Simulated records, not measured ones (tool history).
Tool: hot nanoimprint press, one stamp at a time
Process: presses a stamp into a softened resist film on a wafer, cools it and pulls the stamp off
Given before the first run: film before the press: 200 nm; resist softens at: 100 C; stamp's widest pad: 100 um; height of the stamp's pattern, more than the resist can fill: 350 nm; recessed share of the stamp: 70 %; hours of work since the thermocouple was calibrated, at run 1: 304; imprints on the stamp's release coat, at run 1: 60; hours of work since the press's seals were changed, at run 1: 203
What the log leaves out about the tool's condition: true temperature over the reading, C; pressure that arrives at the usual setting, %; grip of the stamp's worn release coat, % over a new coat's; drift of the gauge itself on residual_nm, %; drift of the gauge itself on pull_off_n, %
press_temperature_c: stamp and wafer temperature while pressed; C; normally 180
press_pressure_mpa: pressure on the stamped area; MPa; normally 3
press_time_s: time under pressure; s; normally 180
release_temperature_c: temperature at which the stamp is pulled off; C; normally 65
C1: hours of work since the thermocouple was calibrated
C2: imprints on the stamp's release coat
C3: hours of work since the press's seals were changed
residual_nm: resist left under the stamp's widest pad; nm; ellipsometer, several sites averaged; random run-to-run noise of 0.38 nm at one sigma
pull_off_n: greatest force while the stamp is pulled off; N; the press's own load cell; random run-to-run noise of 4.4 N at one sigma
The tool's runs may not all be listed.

Run 1, day 0: usual settings; C1 304; C2 60; C3 203. Result: residual_nm 72.1 nm, pull_off_n 215 N.
Run 2, day 0.467: usual settings but press_time_s 108 s; C1 313; C2 118; C3 211. Result: residual_nm 89 nm, pull_off_n 211 N.
Run 3, day 0.75: usual settings but press_time_s 108 s; C1 317; C2 154; C3 216. Result: residual_nm 89.1 nm, pull_off_n 219 N.
Run 4, day 1.229: usual settings; C1 326; C2 214; C3 224. Result: residual_nm 72.7 nm, pull_off_n 224 N.
Run 5, day 1.521: usual settings; C1 331; C2 250; C3 229. Result: residual_nm 72.8 nm, pull_off_n 226 N.
Run 6, day 1.812: usual settings; C1 336; C2 286; C3 234. Result: residual_nm 72.1 nm, pull_off_n 230 N.
Run 7, day 2.346: usual settings but press_temperature_c 184 C; C1 345; C2 353; C3 243. Result: residual_nm 64.9 nm, pull_off_n 238 N.
Run 8, day 2.775: usual settings but press_temperature_c 184 C; C1 352; C2 406; C3 251. Result: residual_nm 64.3 nm, pull_off_n 242 N.
Run 9, day 3.029: usual settings but press_time_s 223 s; C1 357; C2 438; C3 255. Result: residual_nm 65.5 nm, pull_off_n 237 N.
Run 10, day 3.467: usual settings but press_time_s 223 s; C1 364; C2 493; C3 263. Result: residual_nm 65.7 nm, pull_off_n 249 N.
Run 11, day 3.846: usual settings but press_time_s 96 s; C1 371; C2 541; C3 269. Result: residual_nm 93 nm, pull_off_n 240 N.
Run 12, day 4.217: usual settings but press_time_s 96 s; C1 377; C2 587; C3 275. Result: residual_nm 92.7 nm, pull_off_n 254 N.
Run 13, day 4.729: usual settings but press_pressure_mpa 4.18 MPa; C1 386; C2 651; C3 284. Result: residual_nm 61.5 nm, pull_off_n 256 N.
Run 14, day 4.954: usual settings but press_temperature_c 168 C, press_pressure_mpa 4.18 MPa; C1 390; C2 679; C3 288. Result: residual_nm 88.6 nm, pull_off_n 256 N.
Run 15, day 5.192: usual settings but press_temperature_c 168 C, press_pressure_mpa 4.18 MPa, press_time_s 321 s; C1 394; C2 709; C3 292. Result: residual_nm 70.7 nm, pull_off_n 258 N.
Run 16, day 5.721: usual settings but press_temperature_c 168 C, press_pressure_mpa 4.18 MPa, press_time_s 321 s; C1 403; C2 775; C3 301. Result: residual_nm 69.5 nm, pull_off_n 262 N.
Run 17, day 6.088: usual settings but press_temperature_c 191 C, press_time_s 236 s, release_temperature_c 71 C; C1 409; C2 821; C3 308. Result: residual_nm 47.4 nm, pull_off_n 220 N.
Run 18, day 6.533: usual settings but press_pressure_mpa 2.87 MPa, press_time_s 106 s; C1 417; C2 877; C3 315. Result: residual_nm 90.7 nm, pull_off_n 261 N.
Run 19, day 7.004: usual settings but press_pressure_mpa 2.72 MPa, press_time_s 149 s; C1 425; C2 936; C3 323. Result: residual_nm 80.8 nm, pull_off_n 272 N.
Run 20, day 7.517: usual settings but press_temperature_c 186 C, press_pressure_mpa 3.92 MPa; C1 434; C2 999; C3 332. Result: residual_nm 53.1 nm, pull_off_n 283 N.
Run 21, day 7.808: usual settings but press_temperature_c 170 C, press_pressure_mpa 3.75 MPa, press_time_s 343 s, release_temperature_c 72 C; C1 439; C2 1036; C3 337. Result: residual_nm 67.1 nm, pull_off_n 217 N.
Run 22, day 8.279: usual settings but press_temperature_c 170 C, press_pressure_mpa 3.68 MPa, press_time_s 148 s, release_temperature_c 72 C; C1 447; C2 1095; C3 345. Result: residual_nm 94.2 nm, pull_off_n 218 N.
Run 23, day 8.821: usual settings but press_temperature_c 182 C, press_pressure_mpa 1.85 MPa, press_time_s 164 s, release_temperature_c 72 C; C1 456; C2 1162; C3 355. Result: residual_nm 87.4 nm, pull_off_n 228 N.
Run 24, day 9.125: usual settings but press_temperature_c 182 C, press_pressure_mpa 1.85 MPa, press_time_s 164 s, release_temperature_c 72 C; C1 461; C2 1200; C3 360. Result: residual_nm 87.9 nm, pull_off_n 230 N.
At day 9.496: plate thermocouple calibrated.
Run 25, day 9.8: usual settings but press_pressure_mpa 3.97 MPa, press_time_s 133 s, release_temperature_c 66 C; C1 5; C2 1269; C3 369. Result: residual_nm 73.9 nm, pull_off_n 299 N.
Run 26, day 10.158: usual settings but press_temperature_c 188 C, press_pressure_mpa 3.09 MPa; C1 11; C2 1314; C3 375. Result: residual_nm 59.3 nm, pull_off_n 313 N.
Run 27, day 10.679: usual settings but press_temperature_c 188 C, press_pressure_mpa 3.09 MPa; C1 20; C2 1379; C3 384. Result: residual_nm 59.3 nm, pull_off_n 338 N.
Run 28, day 11.112: usual settings but press_temperature_c 173 C, press_pressure_mpa 3.09 MPa; C1 28; C2 1433; C3 392. Result: residual_nm 91.2 nm, pull_off_n 333 N.
Run 29, day 11.433: usual settings but press_temperature_c 173 C, press_pressure_mpa 3.09 MPa; C1 33; C2 1474; C3 397. Result: residual_nm 90.7 nm, pull_off_n 326 N.

Alternative continuations, all from the tool just after run 29; predict every row:
Run A, day 11.971: usual settings but press_temperature_c 169 C, press_pressure_mpa 3.09 MPa, press_time_s 90 s; C1 43; C2 1540; C3 406. Result: residual_nm ?, pull_off_n ?.
Run B, day 11.971: usual settings but press_temperature_c 173 C, press_pressure_mpa 3.31 MPa, press_time_s 218 s; C1 43; C2 1540; C3 406. Result: residual_nm ?, pull_off_n ?.
Run C, day 11.971: usual settings but press_temperature_c 190 C, press_pressure_mpa 3.09 MPa, release_temperature_c 50 C; C1 43; C2 1540; C3 406. Result: residual_nm ?, pull_off_n ?.
Run D, day 11.971: usual settings but press_temperature_c 186 C, press_pressure_mpa 2.89 MPa, release_temperature_c 66 C; C1 43; C2 1540; C3 406. Result: residual_nm ?, pull_off_n ?.

run  residual_nm  pull_off_n
  A        127.1         333
  B         81.5         335
  C           56         493
  D         64.1         329
With the hidden condition removed and each run's random variation left untouched, the same runs would have given:
run  residual_nm  pull_off_n
  A        126.9         216
  B         81.4         217
  C         55.9         319
  D           64         214
